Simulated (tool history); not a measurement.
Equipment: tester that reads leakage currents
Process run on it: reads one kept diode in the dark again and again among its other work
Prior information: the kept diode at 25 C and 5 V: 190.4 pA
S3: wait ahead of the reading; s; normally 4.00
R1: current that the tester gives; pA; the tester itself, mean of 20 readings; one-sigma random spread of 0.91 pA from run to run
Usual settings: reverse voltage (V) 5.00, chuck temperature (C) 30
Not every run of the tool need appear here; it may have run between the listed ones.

{"run": 1, "hour": 0.0, "reverse voltage (V)": 5.0, "chuck temperature (C)": 30, "S3": 4.0, "R1": 306.7}
{"run": 2, "hour": 92.8, "reverse voltage (V)": 5.0, "chuck temperature (C)": 30, "S3": 4.0, "R1": 308.69}
{"run": 3, "hour": 146.6, "reverse voltage (V)": 5.0, "chuck temperature (C)": 30, "S3": 4.0, "R1": 306.55}
{"run": 4, "hour": 193.0, "reverse voltage (V)": 5.0, "chuck temperature (C)": 30, "S3": 4.0, "R1": 308.74}
{"run": 5, "hour": 287.4, "reverse voltage (V)": 5.0, "chuck temperature (C)": 30, "S3": 4.0, "R1": 310.12}
{"run": 6, "hour": 384.3, "reverse voltage (V)": 5.0, "chuck temperature (C)": 30, "S3": 4.0, "R1": 310.35}
{"run": 7, "hour": 486.4, "reverse voltage (V)": 5.0, "chuck temperature (C)": 30, "S3": 4.0, "R1": 309.74}
{"run": 8, "hour": 568.2, "reverse voltage (V)": 5.0, "chuck temperature (C)": 30, "S3": 4.0, "R1": 311.66}
{"run": 9, "hour": 660.9, "reverse voltage (V)": 5.0, "chuck temperature (C)": 30, "S3": 4.0, "R1": 312.53}
{"run": 10, "hour": 745.2, "reverse voltage (V)": 5.0, "chuck temperature (C)": 30, "S3": 4.0, "R1": 312.28}
{"run": 11, "hour": 847.4, "reverse voltage (V)": 5.0, "chuck temperature (C)": 30, "S3": 4.0, "R1": 314.08}
{"run": 12, "hour": 930.8, "reverse voltage (V)": 5.0, "chuck temperature (C)": 30, "S3": 4.0, "R1": 313.5}
{"hour": 945.5, "done": "probe card cleaned and baked"}
{"hour": 977.6, "done": "chuck's temperature calibrated"}
{"run": 13, "hour": 1022.5, "reverse voltage (V)": 5.0, "chuck temperature (C)": 30, "S3": 4.0, "R1": 298.49}
{"run": 14, "hour": 1117.6, "reverse voltage (V)": 5.0, "chuck temperature (C)": 30, "S3": 4.0, "R1": 300.55}
{"run": 15, "hour": 1224.0, "reverse voltage (V)": 5.0, "chuck temperature (C)": 30, "S3": 4.0, "R1": 300.31}
{"run": 16, "hour": 1288.5, "reverse voltage (V)": 5.0, "chuck temperature (C)": 23, "S3": 4.0, "R1": 159.59}
{"hour": 1298.6, "done": "probe card cleaned and baked, once more"}
{"run": 17, "hour": 1362.8, "reverse voltage (V)": 5.0, "chuck temperature (C)": 23, "S3": 4.0, "R1": 156.03}
{"run": 18, "hour": 1435.4, "reverse voltage (V)": 5.0, "chuck temperature (C)": 23, "S3": 4.0, "R1": 155.66}
{"run": 19, "hour": 1493.3, "reverse voltage (V)": 5.0, "chuck temperature (C)": 29, "S3": 3.45, "R1": 272.71}
{"run": 20, "hour": 1570.4, "reverse voltage (V)": 5.0, "chuck temperature (C)": 29, "S3": 3.45, "R1": 273.77}
{"run": 21, "hour": 1621.3, "reverse voltage (V)": 6.06, "chuck temperature (C)": 55, "S3": 1.58, "R1": 2643.8}
{"run": 22, "hour": 1688.3, "reverse voltage (V)": 6.06, "chuck temperature (C)": 55, "S3": 1.58, "R1": 2660.47}
{"run": 23, "hour": 1770.2, "reverse voltage (V)": 2.66, "chuck temperature (C)": 30, "S3": 4.0, "R1": 224.18}
{"run": 24, "hour": 1862.3, "reverse voltage (V)": 10.62, "chuck temperature (C)": 30, "S3": 1.67, "R1": 429.77}
{"run": 25, "hour": 1906.2, "reverse voltage (V)": 10.62, "chuck temperature (C)": 30, "S3": 1.67, "R1": 432.38}
{"run": 26, "hour": 1953.8, "reverse voltage (V)": 7.85, "chuck temperature (C)": 59, "S3": 0.53, "R1": 4047.58}
{"run": 27, "hour": 2049.9, "reverse voltage (V)": 7.85, "chuck temperature (C)": 59, "S3": 0.53, "R1": 4077.45}
{"run": 28, "hour": 2138.2, "reverse voltage (V)": 7.85, "chuck temperature (C)": 59, "S3": 0.53, "R1": 4076.87}
{"run": 29, "hour": 2193.1, "reverse voltage (V)": 7.85, "chuck temperature (C)": 59, "S3": 0.53, "R1": 4084.67}
{"run": 30, "hour": 2286.9, "reverse voltage (V)": 1.62, "chuck temperature (C)": 30, "S3": 5.61, "R1": 180.92}
{"run": 31, "hour": 2346.6, "reverse voltage (V)": 2.89, "chuck temperature (C)": 20, "S3": 5.61, "R1": 93.62}
{"run": 32, "hour": 2409.4, "reverse voltage (V)": 5.3, "chuck temperature (C)": 36, "S3": 0.56, "R1": 537.21}
{"run": 33, "hour": 2473.2, "reverse voltage (V)": 5.0, "chuck temperature (C)": 42, "S3": 3.0, "R1": 864.79}

Each row is a separate what-if for the run after 33, all from the same tool condition, not one after another. Results?
{"run": "A", "hour": 2566.7, "reverse voltage (V)": 4.76, "chuck temperature (C)": 42, "S3": 0.43, "R1": "?"}
{"run": "B", "hour": 2566.7, "reverse voltage (V)": 14.39, "chuck temperature (C)": 30, "S3": 3.0, "R1": "?"}
{"run": "C", "hour": 2566.7, "reverse voltage (V)": 9.28, "chuck temperature (C)": 30, "S3": 4.0, "R1": "?"}
{"run": "D", "hour": 2566.7, "reverse voltage (V)": 1.2, "chuck temperature (C)": 30, "S3": 0.99, "R1": "?"}
{"run": "E", "hour": 2566.7, "reverse voltage (V)": 17.9, "chuck temperature (C)": 25, "S3": 6.15, "R1": "?"}

run=A R1=848.82
run=B R1=508.04
run=C R1=412.58
run=D R1=158.31
run=E R1=357.75
The same runs, with their run-to-run variation unchanged, on a tool lacking any hidden condition would have given:
run=A R1=837.80
run=B R1=496.10
run=C R1=403.80
run=D R1=155.85
run=E R1=346.10
